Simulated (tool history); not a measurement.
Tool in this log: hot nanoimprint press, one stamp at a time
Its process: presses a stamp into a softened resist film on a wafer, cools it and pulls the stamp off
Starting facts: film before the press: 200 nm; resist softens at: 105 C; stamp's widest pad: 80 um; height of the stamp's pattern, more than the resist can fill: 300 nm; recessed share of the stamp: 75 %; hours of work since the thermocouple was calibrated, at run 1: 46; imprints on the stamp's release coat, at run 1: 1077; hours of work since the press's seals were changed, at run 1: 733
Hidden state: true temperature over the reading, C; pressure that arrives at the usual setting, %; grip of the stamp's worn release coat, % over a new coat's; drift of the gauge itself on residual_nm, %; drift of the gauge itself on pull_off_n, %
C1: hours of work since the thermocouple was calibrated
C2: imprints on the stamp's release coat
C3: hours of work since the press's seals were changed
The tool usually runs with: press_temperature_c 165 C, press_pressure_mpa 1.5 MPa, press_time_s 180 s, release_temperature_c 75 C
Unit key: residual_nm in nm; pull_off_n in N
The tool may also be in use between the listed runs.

{"run": 1, "hour": 0.0, "press_temperature_c": 165, "press_pressure_mpa": 1.5, "press_time_s": 180, "release_temperature_c": 75, "C1": 46, "C2": 1077, "C3": 733, "residual_nm": 103.1, "pull_off_n": 234}
{"run": 2, "hour": 62.2, "press_temperature_c": 165, "press_pressure_mpa": 1.5, "press_time_s": 180, "release_temperature_c": 75, "C1": 86, "C2": 1207, "C3": 773, "residual_nm": 103.9, "pull_off_n": 245}
{"run": 3, "hour": 111.5, "press_temperature_c": 165, "press_pressure_mpa": 1.5, "press_time_s": 180, "release_temperature_c": 75, "C1": 118, "C2": 1309, "C3": 805, "residual_nm": 104.9, "pull_off_n": 250}
{"run": 4, "hour": 167.6, "press_temperature_c": 165, "press_pressure_mpa": 1.5, "press_time_s": 180, "release_temperature_c": 75, "C1": 154, "C2": 1426, "C3": 841, "residual_nm": 105.2, "pull_off_n": 259}
{"run": 5, "hour": 205.8, "press_temperature_c": 165, "press_pressure_mpa": 1.5, "press_time_s": 180, "release_temperature_c": 75, "C1": 178, "C2": 1505, "C3": 865, "residual_nm": 105.9, "pull_off_n": 270}
{"hour": 232.2, "done": "stamp cleaned and given a new release coat"}
{"run": 6, "hour": 264.5, "press_temperature_c": 165, "press_pressure_mpa": 1.5, "press_time_s": 180, "release_temperature_c": 75, "C1": 212, "C2": 67, "C3": 899, "residual_nm": 107.4, "pull_off_n": 180}
{"run": 7, "hour": 324.4, "press_temperature_c": 165, "press_pressure_mpa": 1.5, "press_time_s": 180, "release_temperature_c": 75, "C1": 251, "C2": 191, "C3": 938, "residual_nm": 107.4, "pull_off_n": 191}
{"run": 8, "hour": 396.7, "press_temperature_c": 165, "press_pressure_mpa": 1.5, "press_time_s": 180, "release_temperature_c": 75, "C1": 297, "C2": 341, "C3": 984, "residual_nm": 108.4, "pull_off_n": 202}
{"hour": 460.1, "done": "plate thermocouple calibrated"}
{"run": 9, "hour": 468.7, "press_temperature_c": 165, "press_pressure_mpa": 1.65, "press_time_s": 180, "release_temperature_c": 75, "C1": 5, "C2": 485, "C3": 1029, "residual_nm": 106.4, "pull_off_n": 210}
{"run": 10, "hour": 523.8, "press_temperature_c": 165, "press_pressure_mpa": 1.5, "press_time_s": 180, "release_temperature_c": 63, "C1": 41, "C2": 600, "C3": 1064, "residual_nm": 112.7, "pull_off_n": 272}
{"run": 11, "hour": 591.8, "press_temperature_c": 165, "press_pressure_mpa": 1.5, "press_time_s": 182, "release_temperature_c": 63, "C1": 85, "C2": 741, "C3": 1108, "residual_nm": 112.1, "pull_off_n": 270}
{"hour": 654.2, "done": "press's hydraulic seals changed and the load cell set to zero"}
{"run": 12, "hour": 662.1, "press_temperature_c": 165, "press_pressure_mpa": 1.5, "press_time_s": 182, "release_temperature_c": 63, "C1": 125, "C2": 870, "C3": 5, "residual_nm": 112.8, "pull_off_n": 276}
{"hour": 702.2, "done": "plate thermocouple calibrated, once more"}
{"run": 13, "hour": 720.6, "press_temperature_c": 165, "press_pressure_mpa": 1.5, "press_time_s": 180, "release_temperature_c": 75, "C1": 12, "C2": 986, "C3": 41, "residual_nm": 105.6, "pull_off_n": 231}
{"run": 14, "hour": 754.1, "press_temperature_c": 165, "press_pressure_mpa": 1.5, "press_time_s": 180, "release_temperature_c": 75, "C1": 33, "C2": 1055, "C3": 62, "residual_nm": 104.3, "pull_off_n": 243}
{"run": 15, "hour": 799.4, "press_temperature_c": 165, "press_pressure_mpa": 1.5, "press_time_s": 180, "release_temperature_c": 75, "C1": 63, "C2": 1149, "C3": 91, "residual_nm": 105.3, "pull_off_n": 244}
{"run": 16, "hour": 863.3, "press_temperature_c": 168, "press_pressure_mpa": 1.18, "press_time_s": 304, "release_temperature_c": 75, "C1": 104, "C2": 1282, "C3": 133, "residual_nm": 79.5, "pull_off_n": 253}
{"run": 17, "hour": 930.6, "press_temperature_c": 168, "press_pressure_mpa": 1.18, "press_time_s": 304, "release_temperature_c": 75, "C1": 147, "C2": 1422, "C3": 176, "residual_nm": 79.8, "pull_off_n": 270}
{"run": 18, "hour": 975.5, "press_temperature_c": 165, "press_pressure_mpa": 1.5, "press_time_s": 278, "release_temperature_c": 75, "C1": 176, "C2": 1515, "C3": 205, "residual_nm": 92.2, "pull_off_n": 271}
{"hour": 994.9, "done": "stamp cleaned and given a new release coat"}
{"run": 19, "hour": 1021.7, "press_temperature_c": 165, "press_pressure_mpa": 1.5, "press_time_s": 278, "release_temperature_c": 75, "C1": 202, "C2": 56, "C3": 231, "residual_nm": 92.6, "pull_off_n": 185}
{"run": 20, "hour": 1071.0, "press_temperature_c": 165, "press_pressure_mpa": 1.5, "press_time_s": 91, "release_temperature_c": 75, "C1": 234, "C2": 158, "C3": 262, "residual_nm": 135.6, "pull_off_n": 189}
{"run": 21, "hour": 1102.0, "press_temperature_c": 154, "press_pressure_mpa": 1.5, "press_time_s": 91, "release_temperature_c": 61, "C1": 253, "C2": 223, "C3": 282, "residual_nm": 183.7, "pull_off_n": 247}
{"run": 22, "hour": 1135.1, "press_temperature_c": 154, "press_pressure_mpa": 1.5, "press_time_s": 91, "release_temperature_c": 61, "C1": 275, "C2": 292, "C3": 304, "residual_nm": 186.7, "pull_off_n": 249}
{"run": 23, "hour": 1199.0, "press_temperature_c": 154, "press_pressure_mpa": 1.5, "press_time_s": 91, "release_temperature_c": 61, "C1": 316, "C2": 424, "C3": 345, "residual_nm": 188.7, "pull_off_n": 255}
{"hour": 1236.1, "done": "plate thermocouple calibrated"}
{"run": 24, "hour": 1262.2, "press_temperature_c": 154, "press_pressure_mpa": 1.5, "press_time_s": 91, "release_temperature_c": 61, "C1": 17, "C2": 549, "C3": 384, "residual_nm": 184.3, "pull_off_n": 266}
{"run": 25, "hour": 1296.5, "press_temperature_c": 154, "press_pressure_mpa": 1.5, "press_time_s": 91, "release_temperature_c": 61, "C1": 39, "C2": 621, "C3": 406, "residual_nm": 182.2, "pull_off_n": 271}
{"run": 26, "hour": 1336.4, "press_temperature_c": 161, "press_pressure_mpa": 1.5, "press_time_s": 180, "release_temperature_c": 60, "C1": 65, "C2": 704, "C3": 431, "residual_nm": 129.8, "pull_off_n": 276}
{"run": 27, "hour": 1407.4, "press_temperature_c": 161, "press_pressure_mpa": 1.5, "press_time_s": 180, "release_temperature_c": 60, "C1": 110, "C2": 851, "C3": 477, "residual_nm": 130.2, "pull_off_n": 303}
{"run": 28, "hour": 1448.4, "press_temperature_c": 161, "press_pressure_mpa": 1.5, "press_time_s": 180, "release_temperature_c": 82, "C1": 137, "C2": 936, "C3": 503, "residual_nm": 132.8, "pull_off_n": 202}
{"run": 29, "hour": 1502.4, "press_temperature_c": 161, "press_pressure_mpa": 1.5, "press_time_s": 180, "release_temperature_c": 82, "C1": 171, "C2": 1049, "C3": 538, "residual_nm": 132.7, "pull_off_n": 208}
{"run": 30, "hour": 1551.8, "press_temperature_c": 155, "press_pressure_mpa": 2.2, "press_time_s": 180, "release_temperature_c": 75, "C1": 203, "C2": 1151, "C3": 570, "residual_nm": 158.1, "pull_off_n": 236}

Entry by entry between the runs, the difference in hidden state between the last listed run before and the first listed run after:
In the gap between runs 5 and 6: stamp cleaned and given a new release coat (hour 232.2)
  true temperature over the reading, C: -0.47 -> -0.58; pressure that arrives at the usual setting, %: 97.65 -> 97.56; grip of the stamp's worn release coat, % over a new coat's: 49.3 -> 2.1
  measured result minus the result with no hidden state, residual_nm: +3.9 -> +4.7 nm; pull_off_n: +90 -> +6 N
In the gap between runs 8 and 9: plate thermocouple calibrated (hour 460.1)
  true temperature over the reading, C: -0.82 -> -1.22; pressure that arrives at the usual setting, %: 97.35 -> 97.23; grip of the stamp's worn release coat, % over a new coat's: 10.6 -> 15.2
  measured result minus the result with no hidden state, residual_nm: +6.2 -> +8.9 nm; pull_off_n: +22 -> +32 N
In the gap between runs 11 and 12: press's hydraulic seals changed and the load cell set to zero (hour 654.2)
  true temperature over the reading, C: -1.47 -> -1.59; pressure that arrives at the usual setting, %: 97.01 -> 100.05; grip of the stamp's worn release coat, % over a new coat's: 23.5 -> 27.7
  measured result minus the result with no hidden state, residual_nm: +10.6 -> +10.2 nm; pull_off_n: +57 -> +65 N
In the gap between runs 12 and 13: plate thermocouple calibrated, once more (hour 702.2)
  true temperature over the reading, C: -1.59 -> -0.34; pressure that arrives at the usual setting, %: 100.05 -> 99.95; grip of the stamp's worn release coat, % over a new coat's: 27.7 -> 31.6
  measured result minus the result with no hidden state, residual_nm: +10.2 -> +2.2 nm; pull_off_n: +65 -> +57 N
In the gap between runs 18 and 19: stamp cleaned and given a new release coat (hour 994.9)
  true temperature over the reading, C: -0.86 -> -0.94; pressure that arrives at the usual setting, %: 99.52 -> 99.45; grip of the stamp's worn release coat, % over a new coat's: 49.7 -> 1.7
  measured result minus the result with no hidden state, residual_nm: +5.4 -> +5.8 nm; pull_off_n: +93 -> +7 N
In the gap between runs 23 and 24: plate thermocouple calibrated (hour 1236.1)
  true temperature over the reading, C: -1.29 -> -0.04; pressure that arrives at the usual setting, %: 99.15 -> 99.05; grip of the stamp's worn release coat, % over a new coat's: 13.2 -> 17.2
  measured result minus the result with no hidden state, residual_nm: +3.6 -> +0.3 nm; pull_off_n: +34 -> +39 N

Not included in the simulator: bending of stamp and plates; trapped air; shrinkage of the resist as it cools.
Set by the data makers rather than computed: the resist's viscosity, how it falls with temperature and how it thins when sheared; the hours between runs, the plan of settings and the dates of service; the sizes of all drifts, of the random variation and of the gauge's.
